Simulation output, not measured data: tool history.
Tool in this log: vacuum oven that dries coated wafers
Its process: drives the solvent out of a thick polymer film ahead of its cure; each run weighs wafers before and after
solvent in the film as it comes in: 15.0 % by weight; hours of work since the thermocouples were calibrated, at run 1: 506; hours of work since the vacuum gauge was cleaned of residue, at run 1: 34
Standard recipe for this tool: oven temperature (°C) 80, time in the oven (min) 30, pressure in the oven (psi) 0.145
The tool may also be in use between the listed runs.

| run | hour | oven temperature (°C) | time in the oven (min) | pressure in the oven (psi) | hours of work since the thermocouples were calibrated | hours of work since the vacuum gauge was cleaned of residue | solvent left in the film (%) |
|---|---|---|---|---|---|---|---|
| 1 | 0 | 80 | 30 | 0.145 | 506 | 34 | 3.87 |
| 2 | 24 | 92 | 30 | 0.145 | 523 | 51 | 1.23 |
| 3 | 47 | 92 | 30 | 0.145 | 538 | 66 | 1.23 |
| 4 | 72.3 | 90 | 30 | 0.145 | 556 | 83 | 1.39 |
| 5 | 105.9 | 90 | 30 | 0.145 | 578 | 106 | 1.49 |
| 6 | 143.4 | 80 | 30 | 0.239 | 604 | 132 | 4.82 |
| 7 | 166.7 | 73 | 30 | 0.145 | 620 | 148 | 6.41 |
| 8 | 190.3 | 80 | 30 | 0.17 | 636 | 164 | 4.24 |
| 9 | 227.5 | 80 | 30 | 0.17 | 661 | 189 | 4.06 |
| 10 | 248.7 | 80 | 30 | 0.17 | 676 | 203 | 4.05 |
| 11 | 283 | 80 | 30 | 0.17 | 699 | 227 | 4.09 |
| 12 | 305.1 | 80 | 52 | 0.145 | 714 | 242 | 2.4 |
| 13 | 328.6 | 80 | 52 | 0.145 | 730 | 258 | 2.27 |
| 14 | 369.7 | 80 | 52 | 0.145 | 758 | 286 | 2.24 |
| 15 | 405.1 | 80 | 52 | 0.145 | 782 | 310 | 2.28 |
| 16 | 424.6 | 80 | 52 | 0.145 | 795 | 323 | 2.4 |
| 17 | 448.7 | 80 | 52 | 0.145 | 812 | 339 | 2.37 |
| 18 | 469.5 | 80 | 52 | 0.145 | 826 | 354 | 2.3 |
| 19 | 494.6 | 80 | 30 | 0.145 | 843 | 371 | 3.79 |
| 20 | 530.2 | 80 | 30 | 0.145 | 867 | 395 | 3.74 |
| 21 | 562.5 | 80 | 30 | 0.145 | 889 | 417 | 3.74 |
| 22 | 600.1 | 80 | 30 | 0.145 | 915 | 442 | 3.8 |
| 23 | 622.9 | 80 | 30 | 0.145 | 930 | 458 | 3.86 |
| 24 | 654.4 | 76 | 30 | 0.17 | 952 | 479 | 5.5 |
| 25 | 690.8 | 92 | 28 | 0.113 | 976 | 504 | 1.09 |
| 26 | 711.8 | 80 | 30 | 0.408 | 991 | 519 | 6.33 |
| 27 | 733.4 | 80 | 30 | 0.408 | 1005 | 533 | 6.39 |
| 28 | 761.3 | 80 | 30 | 0.408 | 1024 | 552 | 6.24 |
| 29 | 788 | 88 | 40 | 0.136 | 1042 | 570 | 1.36 |
| 30 | 823.6 | 65 | 16 | 0.518 | 1067 | 595 | 13.58 |
| 31 | 849.6 | 80 | 30 | 0.455 | 1084 | 612 | 6.89 |
| 32 | 870.5 | 80 | 18 | 0.173 | 1099 | 626 | 6.01 |
| 33 | 911.8 | 80 | 18 | 0.173 | 1127 | 655 | 5.99 |
| 34 | 954.6 | 82 | 20 | 0.355 | 1156 | 684 | 6.27 |
| 35 | 986.7 | 78 | 36 | 0.567 | 1178 | 706 | 8.47 |
|  | 999.6 | oven's thermocouples calibrated |
| 36 | 1028.7 | 93 | 34 | 0.567 | 20 | 733 | 4.04 |
| 37 | 1057.5 | 80 | 30 | 0.145 | 39 | 752 | 3.83 |
| 38 | 1099.2 | 88 | 30 | 0.145 | 68 | 781 | 1.81 |
| 39 | 1118.2 | 80 | 25 | 0.226 | 81 | 794 | 5.21 |
| 40 | 1148.6 | 77 | 31 | 0.348 | 101 | 814 | 6.88 |
| 41 | 1167 | 77 | 31 | 0.348 | 114 | 827 | 6.8 |
| 42 | 1188 | 73 | 16 | 0.228 | 128 | 841 | 9.18 |
| 43 | 1208.7 | 92 | 18 | 0.084 | 142 | 855 | 1.66 |
| 44 | 1244.8 | 92 | 18 | 0.084 | 167 | 880 | 1.64 |
| 45 | 1262.8 | 80 | 22 | 0.484 | 179 | 892 | 7.97 |

Branching from run 45: 4 alternative next runs. What would each branch give?
| A | 1286.2 | 86 | 22 | 0.484 | 195 | 908 | ? |
| B | 1286.2 | 73 | 26 | 0.145 | 195 | 908 | ? |
| C | 1286.2 | 80 | 22 | 0.467 | 195 | 908 | ? |
| D | 1286.2 | 74 | 40 | 0.484 | 195 | 908 | ? |

| run | solvent left in the film (%) |
|---|---|
| A | 5.82 |
| B | 7.07 |
| C | 7.74 |
| D | 9.03 |
Without the tool's unlogged condition, the same runs would have read:
| run | solvent left in the film (%) |
|---|---|
| A | 5.81 |
| B | 7.06 |
| C | 7.74 |
| D | 9.01 |
